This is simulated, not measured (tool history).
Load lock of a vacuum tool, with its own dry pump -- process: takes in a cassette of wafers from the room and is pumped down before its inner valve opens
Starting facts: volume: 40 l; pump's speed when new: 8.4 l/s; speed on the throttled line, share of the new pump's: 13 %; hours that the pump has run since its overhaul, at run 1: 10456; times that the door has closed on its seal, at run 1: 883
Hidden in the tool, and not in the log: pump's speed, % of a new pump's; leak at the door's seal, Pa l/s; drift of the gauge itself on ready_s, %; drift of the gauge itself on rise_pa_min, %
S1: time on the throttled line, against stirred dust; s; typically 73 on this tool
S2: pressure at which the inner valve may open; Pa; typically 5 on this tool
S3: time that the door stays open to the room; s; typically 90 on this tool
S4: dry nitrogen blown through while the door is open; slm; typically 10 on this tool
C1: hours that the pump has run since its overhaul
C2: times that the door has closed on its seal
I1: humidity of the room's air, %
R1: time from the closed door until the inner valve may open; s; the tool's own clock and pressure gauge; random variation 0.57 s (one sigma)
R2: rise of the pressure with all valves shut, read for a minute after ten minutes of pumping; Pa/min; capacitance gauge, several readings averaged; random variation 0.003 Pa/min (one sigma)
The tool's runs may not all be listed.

run	hour	S1	S2	S3	S4	C1	C2	I1	R1	R2
1	0.0	73	5	90	10	10456	883	44.4	114.9	0.028
2	90.8	73	5	71	10	10547	1009	44.8	114.3	0.039
3	175.6	73	5	71	10	10632	1127	47.9	113.9	0.031
4	229.9	73	5	90	10	10686	1203	43.9	114.4	0.040
5	328.3	73	5	90	10	10784	1340	43.7	114.6	0.041
6	416.4	73	5	90	10	10872	1463	41.9	113.6	0.037
7	471.6	73	5	90	10	10928	1540	44.8	113.8	0.027
8	572.0	73	5	90	17	11028	1679	46.2	113.9	0.036
9	621.1	73	5	90	17	11077	1748	46.0	113.6	0.037
10	692.5	73	5	90	17	11149	1847	44.9	115.0	0.035
11	793.8	73	5	90	17	11250	1988	47.6	113.6	0.032
12	849.9	73	5	30	10	11306	2066	43.9	114.7	0.032
13	952.4	62	5	90	7	11409	2209	42.7	104.4	0.036
14	1067.2	62	9	212	7	11523	2369	47.2	102.2	0.053
15	1154.1	62	9	212	7	11610	2490	47.4	101.8	0.055
16	1201.1	115	5	104	10	11657	2556	47.3	150.1	0.044
17	1294.2	90	9	30	31	11750	2685	46.0	126.5	0.025
18	1344.9	55	5	90	10	11801	2756	41.4	99.5	0.033
19	1401.5	55	5	92	10	11858	2835	44.7	100.0	0.039
20	1464.6	55	5	92	10	11921	2922	44.1	99.8	0.039
21	1561.5	93	5	41	10	12018	3057	47.4	131.3	0.031
22	1629.4	124	4	55	10	12086	3152	45.4	157.9	0.037

Below are 3 alternative next runs, each starting from the tool's condition after run 22. Predict each:
A	1703.2	73	4	140	5	12159	3255	44.4	?	?
B	1703.2	92	5	90	10	12159	3255	39.2	?	?
C	1703.2	110	4	55	6	12159	3255	46.5	?	?

run	R1	R2
A	115.7	0.045
B	130.9	0.036
C	146.9	0.040
What these runs would have given with no unlogged condition in the tool:
run	R1	R2
A	111.3	0.040
B	126.9	0.031
C	143.1	0.035

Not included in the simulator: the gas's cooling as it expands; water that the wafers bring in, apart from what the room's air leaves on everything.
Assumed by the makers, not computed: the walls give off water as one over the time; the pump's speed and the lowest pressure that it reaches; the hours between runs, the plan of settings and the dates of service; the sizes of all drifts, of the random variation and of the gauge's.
